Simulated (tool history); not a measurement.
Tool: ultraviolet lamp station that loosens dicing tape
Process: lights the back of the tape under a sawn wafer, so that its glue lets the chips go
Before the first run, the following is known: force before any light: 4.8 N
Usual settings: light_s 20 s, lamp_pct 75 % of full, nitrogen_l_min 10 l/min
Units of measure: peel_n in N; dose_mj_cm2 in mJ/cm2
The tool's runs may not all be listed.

run   hour  light_s  lamp_pct  nitrogen_l_min  peel_n  dose_mj_cm2
  1    0.0       20        75              10   0.530          217
  2   51.1       20        75              10   0.521          220
  3  108.7       20        75              10   0.514          217
  4  134.0       20        75              10   0.531          218
  5  168.8       20        75              10   0.516          215
  6  218.7       15        75              10   0.804          165
  7  269.8       15        75              10   0.806          164
  8  296.3       15        75              10   0.795          164
  9  351.7       15        75              10   0.786          162
 10  392.6       15        75               7   1.022          159
 11  433.5       18        61               7   1.038          157
 12  485.1       18        61               7   0.963          160
 13  535.1       22        93               6   0.436          294

Below are 3 alternative next runs, each starting from the tool's condition after run 13. Predict each:
  A  584.6       22        93              13       ?            ?
  B  584.6       12        75               7       ?            ?
  C  584.6       38        88              17       ?            ?

run  peel_n  dose_mj_cm2
  A   0.307          298
  B   1.298          130
  C   0.245          483
Take away the tool's hidden state, keep each run's random variation, and the runs would have read:
run  peel_n  dose_mj_cm2
  A   0.306          298
  B   1.296          130
  C   0.245          483

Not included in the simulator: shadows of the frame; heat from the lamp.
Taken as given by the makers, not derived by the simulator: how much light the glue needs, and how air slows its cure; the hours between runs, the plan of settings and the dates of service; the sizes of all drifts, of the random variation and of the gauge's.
